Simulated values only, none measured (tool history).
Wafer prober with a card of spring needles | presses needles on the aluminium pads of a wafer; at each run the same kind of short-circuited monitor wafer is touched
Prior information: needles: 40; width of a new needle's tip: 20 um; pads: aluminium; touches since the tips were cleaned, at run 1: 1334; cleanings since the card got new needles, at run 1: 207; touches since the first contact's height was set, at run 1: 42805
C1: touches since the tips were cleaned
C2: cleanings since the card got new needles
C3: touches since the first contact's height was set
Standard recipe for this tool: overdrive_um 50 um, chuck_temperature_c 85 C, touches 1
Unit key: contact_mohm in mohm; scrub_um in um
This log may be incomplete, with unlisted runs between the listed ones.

Run 1, hour 0.0: usual settings; C1 1334; C2 207; C3 42805. Result: contact_mohm 550 mohm, scrub_um 9.71 um.
At hour 1.0: tips cleaned on abrasive film.
At hour 5.6: tips cleaned on abrasive film.
At hour 9.2: tips cleaned on abrasive film.
At hour 12.8: tips cleaned on abrasive film.
At hour 16.4: tips cleaned on abrasive film.
At hour 20.9: tips cleaned on abrasive film.
At hour 25.4: tips cleaned on abrasive film.
At hour 29.1: tips cleaned on abrasive film.
At hour 32.7: tips cleaned on abrasive film.
At hour 36.3: tips cleaned on abrasive film.
At hour 39.9: tips cleaned on abrasive film.
At hour 44.4: tips cleaned on abrasive film.
Run 2, hour 47.3: usual settings; C1 1440; C2 219; C3 65896. Result: contact_mohm 610 mohm, scrub_um 9.45 um.
At hour 48.3: tips cleaned on abrasive film.
At hour 52.8: tips cleaned on abrasive film.
At hour 56.4: tips cleaned on abrasive film.
At hour 60.9: tips cleaned on abrasive film.
At hour 64.6: tips cleaned on abrasive film.
At hour 68.2: tips cleaned on abrasive film.
At hour 72.7: tips cleaned on abrasive film.
At hour 77.2: tips cleaned on abrasive film.
At hour 80.8: tips cleaned on abrasive film.
At hour 84.4: tips cleaned on abrasive film.
At hour 88.9: tips cleaned on abrasive film.
At hour 93.4: tips cleaned on abrasive film.
At hour 97.1: tips cleaned on abrasive film.
At hour 100.7: tips cleaned on abrasive film.
Run 3, hour 103.5: usual settings; C1 1401; C2 233; C3 93329. Result: contact_mohm 608 mohm, scrub_um 9.32 um.
At hour 104.5: tips cleaned on abrasive film.
At hour 108.1: tips cleaned on abrasive film.
At hour 111.7: tips cleaned on abrasive film.
At hour 115.3: tips cleaned on abrasive film.
At hour 119.8: tips cleaned on abrasive film.
At hour 124.4: tips cleaned on abrasive film.
At hour 128.0: tips cleaned on abrasive film.
At hour 132.5: tips cleaned on abrasive film.
At hour 144.5: card fitted with new needles.
At hour 148.1: tips cleaned on abrasive film.
At hour 152.6: tips cleaned on abrasive film.
At hour 156.2: tips cleaned on abrasive film.
At hour 159.9: tips cleaned on abrasive film.
At hour 163.5: tips cleaned on abrasive film.
At hour 167.1: tips cleaned on abrasive film.
At hour 171.6: tips cleaned on abrasive film.
At hour 175.2: tips cleaned on abrasive film.
At hour 178.9: tips cleaned on abrasive film.
At hour 183.4: tips cleaned on abrasive film.
At hour 187.0: tips cleaned on abrasive film.
At hour 191.5: tips cleaned on abrasive film.
Run 4, hour 194.7: usual settings; C1 1617; C2 12; C3 24559. Result: contact_mohm 425 mohm, scrub_um 9.64 um.
At hour 195.7: tips cleaned on abrasive film.
At hour 199.3: tips cleaned on abrasive film.
At hour 203.8: tips cleaned on abrasive film.
At hour 208.3: tips cleaned on abrasive film.
At hour 212.0: tips cleaned on abrasive film.
At hour 216.5: tips cleaned on abrasive film.
At hour 220.1: tips cleaned on abrasive film.
At hour 223.7: tips cleaned on abrasive film.
At hour 227.3: tips cleaned on abrasive film.
At hour 231.8: tips cleaned on abrasive film.
At hour 235.5: tips cleaned on abrasive film.
At hour 239.1: tips cleaned on abrasive film.
Run 5, hour 239.6: usual settings; C1 265; C2 24; C3 46442. Result: contact_mohm 265 mohm, scrub_um 9.56 um.
At hour 243.2: tips cleaned on abrasive film.
At hour 246.9: tips cleaned on abrasive film.
At hour 250.5: tips cleaned on abrasive film.
At hour 254.1: tips cleaned on abrasive film.
At hour 257.7: tips cleaned on abrasive film.
At hour 262.3: tips cleaned on abrasive film.
At hour 265.9: tips cleaned on abrasive film.
At hour 269.5: tips cleaned on abrasive film.
At hour 274.0: tips cleaned on abrasive film.
At hour 278.5: tips cleaned on abrasive film.
At hour 283.0: tips cleaned on abrasive film.
At hour 286.6: tips cleaned on abrasive film.
At hour 291.1: tips cleaned on abrasive film.
At hour 294.8: tips cleaned on abrasive film.
At hour 298.4: tips cleaned on abrasive film.
At hour 302.9: tips cleaned on abrasive film.
At hour 306.5: tips cleaned on abrasive film.
At hour 311.0: tips cleaned on abrasive film.
Run 6, hour 312.6: usual settings; C1 796; C2 42; C3 82092. Result: contact_mohm 356 mohm, scrub_um 9.31 um.
At hour 315.4: tips cleaned on abrasive film.
At hour 319.0: tips cleaned on abrasive film.
At hour 322.6: tips cleaned on abrasive film.
At hour 326.2: tips cleaned on abrasive film.
At hour 330.7: tips cleaned on abrasive film.
At hour 334.4: tips cleaned on abrasive film.
At hour 338.0: tips cleaned on abrasive film.
At hour 342.5: tips cleaned on abrasive film.
At hour 347.0: tips cleaned on abrasive film.
At hour 350.6: tips cleaned on abrasive film.
At hour 354.2: tips cleaned on abrasive film.
Run 7, hour 357.4: usual settings but overdrive_um 49 um, chuck_temperature_c 31 C, touches 2; C1 1572; C2 53; C3 103959. Result: contact_mohm 392 mohm, scrub_um 8.93 um.
At hour 358.4: tips cleaned on abrasive film.
At hour 362.0: tips cleaned on abrasive film.
At hour 366.5: tips cleaned on abrasive film.
At hour 371.0: tips cleaned on abrasive film.
At hour 375.5: tips cleaned on abrasive film.
At hour 380.0: tips cleaned on abrasive film.
At hour 384.5: tips cleaned on abrasive film.
At hour 389.0: tips cleaned on abrasive film.
At hour 393.5: tips cleaned on abrasive film.
At hour 397.1: tips cleaned on abrasive film.
At hour 399.2: height of the first contact set anew.
At hour 402.0: tips cleaned on abrasive film.
At hour 406.5: tips cleaned on abrasive film.
At hour 411.0: tips cleaned on abrasive film.
At hour 415.5: tips cleaned on abrasive film.
At hour 420.0: tips cleaned on abrasive film.
At hour 423.6: tips cleaned on abrasive film.
At hour 428.1: tips cleaned on abrasive film.
At hour 432.6: tips cleaned on abrasive film.
Run 8, hour 435.8: usual settings but overdrive_um 59 um, chuck_temperature_c 42 C, touches 2; C1 1604; C2 71; C3 17928. Result: contact_mohm 301 mohm, scrub_um 11.60 um.
At hour 436.8: tips cleaned on abrasive film.
At hour 441.3: tips cleaned on abrasive film.
At hour 444.9: tips cleaned on abrasive film.
At hour 448.5: tips cleaned on abrasive film.
At hour 452.2: tips cleaned on abrasive film.
At hour 455.8: tips cleaned on abrasive film.
At hour 460.3: tips cleaned on abrasive film.
At hour 463.9: tips cleaned on abrasive film.
At hour 467.5: tips cleaned on abrasive film.
At hour 471.2: tips cleaned on abrasive film.
At hour 474.8: tips cleaned on abrasive film.
At hour 479.3: tips cleaned on abrasive film.
At hour 482.9: tips cleaned on abrasive film.
At hour 486.5: tips cleaned on abrasive film.
At hour 491.0: tips cleaned on abrasive film.
At hour 494.7: tips cleaned on abrasive film.
At hour 499.2: tips cleaned on abrasive film.
Run 9, hour 500.3: usual settings but overdrive_um 59 um, chuck_temperature_c 42 C, touches 2; C1 585; C2 88; C3 49396. Result: contact_mohm 254 mohm, scrub_um 11.40 um.
At hour 503.1: tips cleaned on abrasive film.
At hour 506.7: tips cleaned on abrasive film.
At hour 510.3: tips cleaned on abrasive film.
At hour 514.0: tips cleaned on abrasive film.
At hour 517.6: tips cleaned on abrasive film.
At hour 522.1: tips cleaned on abrasive film.
At hour 526.6: tips cleaned on abrasive film.
At hour 530.2: tips cleaned on abrasive film.
At hour 533.8: tips cleaned on abrasive film.
At hour 537.5: tips cleaned on abrasive film.
At hour 542.0: tips cleaned on abrasive film.
At hour 546.5: tips cleaned on abrasive film.
At hour 550.1: tips cleaned on abrasive film.
At hour 553.7: tips cleaned on abrasive film.
Run 10, hour 553.7: usual settings but overdrive_um 68 um, chuck_temperature_c 62 C; C1 0; C2 102; C3 75432. Result: contact_mohm 193 mohm, scrub_um 13.15 um.
At hour 558.2: tips cleaned on abrasive film.
At hour 561.9: tips cleaned on abrasive film.
At hour 565.5: tips cleaned on abrasive film.
At hour 570.0: tips cleaned on abrasive film.
At hour 574.5: tips cleaned on abrasive film.
At hour 579.0: tips cleaned on abrasive film.
At hour 583.5: tips cleaned on abrasive film.
At hour 588.0: tips cleaned on abrasive film.
At hour 592.5: tips cleaned on abrasive film.
At hour 597.0: tips cleaned on abrasive film.
At hour 600.6: tips cleaned on abrasive film.
At hour 605.1: tips cleaned on abrasive film.
At hour 608.8: tips cleaned on abrasive film.
At hour 612.4: tips cleaned on abrasive film.
At hour 616.9: tips cleaned on abrasive film.
At hour 620.5: tips cleaned on abrasive film.
At hour 624.2: tips cleaned on abrasive film.
At hour 628.7: tips cleaned on abrasive film.
At hour 633.2: tips cleaned on abrasive film.
At hour 636.8: tips cleaned on abrasive film.
At hour 641.3: tips cleaned on abrasive film.
At hour 645.8: tips cleaned on abrasive film.
Run 11, hour 647.5: usual settings but overdrive_um 68 um, chuck_temperature_c 62 C; C1 876; C2 124; C3 121303. Result: contact_mohm 320 mohm, scrub_um 12.77 um.
At hour 650.3: tips cleaned on abrasive film.
At hour 653.2: height of the first contact set anew.
At hour 654.2: tips cleaned on abrasive film.
At hour 658.7: tips cleaned on abrasive film.
At hour 662.3: tips cleaned on abrasive film.
At hour 666.8: tips cleaned on abrasive film.
At hour 670.5: tips cleaned on abrasive film.
At hour 674.1: tips cleaned on abrasive film.
At hour 677.7: tips cleaned on abrasive film.
At hour 682.2: tips cleaned on abrasive film.
At hour 686.7: tips cleaned on abrasive film.
At hour 691.2: tips cleaned on abrasive film.
Run 12, hour 692.4: usual settings but overdrive_um 68 um, chuck_temperature_c 62 C; C1 584; C2 135; C3 19113. Result: contact_mohm 260 mohm, scrub_um 13.34 um.

Below are 3 alternative next runs, each starting from the tool's condition after run 12. Predict each:
At hour 695.1: tips cleaned on abrasive film.
At hour 698.8: tips cleaned on abrasive film.
At hour 702.4: tips cleaned on abrasive film.
At hour 706.0: tips cleaned on abrasive film.
At hour 710.5: tips cleaned on abrasive film.
At hour 714.1: tips cleaned on abrasive film.
At hour 717.8: tips cleaned on abrasive film.
At hour 722.3: tips cleaned on abrasive film.
At hour 725.9: tips cleaned on abrasive film.
At hour 730.4: tips cleaned on abrasive film.
At hour 734.0: tips cleaned on abrasive film.
At hour 737.6: tips cleaned on abrasive film.
At hour 742.2: tips cleaned on abrasive film.
At hour 746.7: tips cleaned on abrasive film.
At hour 750.3: tips cleaned on abrasive film.
At hour 753.9: tips cleaned on abrasive film.
At hour 757.5: tips cleaned on abrasive film.
At hour 762.0: tips cleaned on abrasive film.
At hour 765.9: tips cleaned on abrasive film.
Run A, hour 765.9: usual settings but overdrive_um 34 um, touches 3; C1 0; C2 154; C3 54947. Result: contact_mohm ?, scrub_um ?.
At hour 695.1: tips cleaned on abrasive film.
At hour 698.8: tips cleaned on abrasive film.
At hour 702.4: tips cleaned on abrasive film.
At hour 706.0: tips cleaned on abrasive film.
At hour 710.5: tips cleaned on abrasive film.
At hour 714.1: tips cleaned on abrasive film.
At hour 717.8: tips cleaned on abrasive film.
At hour 722.3: tips cleaned on abrasive film.
At hour 725.9: tips cleaned on abrasive film.
At hour 730.4: tips cleaned on abrasive film.
At hour 734.0: tips cleaned on abrasive film.
At hour 737.6: tips cleaned on abrasive film.
At hour 742.2: tips cleaned on abrasive film.
At hour 746.7: tips cleaned on abrasive film.
At hour 750.3: tips cleaned on abrasive film.
At hour 753.9: tips cleaned on abrasive film.
At hour 757.5: tips cleaned on abrasive film.
At hour 762.0: tips cleaned on abrasive film.
At hour 765.9: tips cleaned on abrasive film.
Run B, hour 765.9: usual settings but overdrive_um 57 um, chuck_temperature_c 79 C, touches 3; C1 0; C2 154; C3 54947. Result: contact_mohm ?, scrub_um ?.
At hour 695.1: tips cleaned on abrasive film.
At hour 698.8: tips cleaned on abrasive film.
At hour 702.4: tips cleaned on abrasive film.
At hour 706.0: tips cleaned on abrasive film.
At hour 710.5: tips cleaned on abrasive film.
At hour 714.1: tips cleaned on abrasive film.
At hour 717.8: tips cleaned on abrasive film.
At hour 722.3: tips cleaned on abrasive film.
At hour 725.9: tips cleaned on abrasive film.
At hour 730.4: tips cleaned on abrasive film.
At hour 734.0: tips cleaned on abrasive film.
At hour 737.6: tips cleaned on abrasive film.
At hour 742.2: tips cleaned on abrasive film.
At hour 746.7: tips cleaned on abrasive film.
At hour 750.3: tips cleaned on abrasive film.
At hour 753.9: tips cleaned on abrasive film.
At hour 757.5: tips cleaned on abrasive film.
At hour 762.0: tips cleaned on abrasive film.
At hour 765.9: tips cleaned on abrasive film.
Run C, hour 765.9: usual settings but overdrive_um 46 um, chuck_temperature_c 62 C; C1 0; C2 154; C3 54947. Result: contact_mohm ?, scrub_um ?.

run  contact_mohm  scrub_um
  A           253      6.37
  B           203     10.98
  C           248      8.69
With no hidden state in the tool, these same runs would have given:
run  contact_mohm  scrub_um
  A           204      6.74
  B           184     11.36
  C           185      9.06
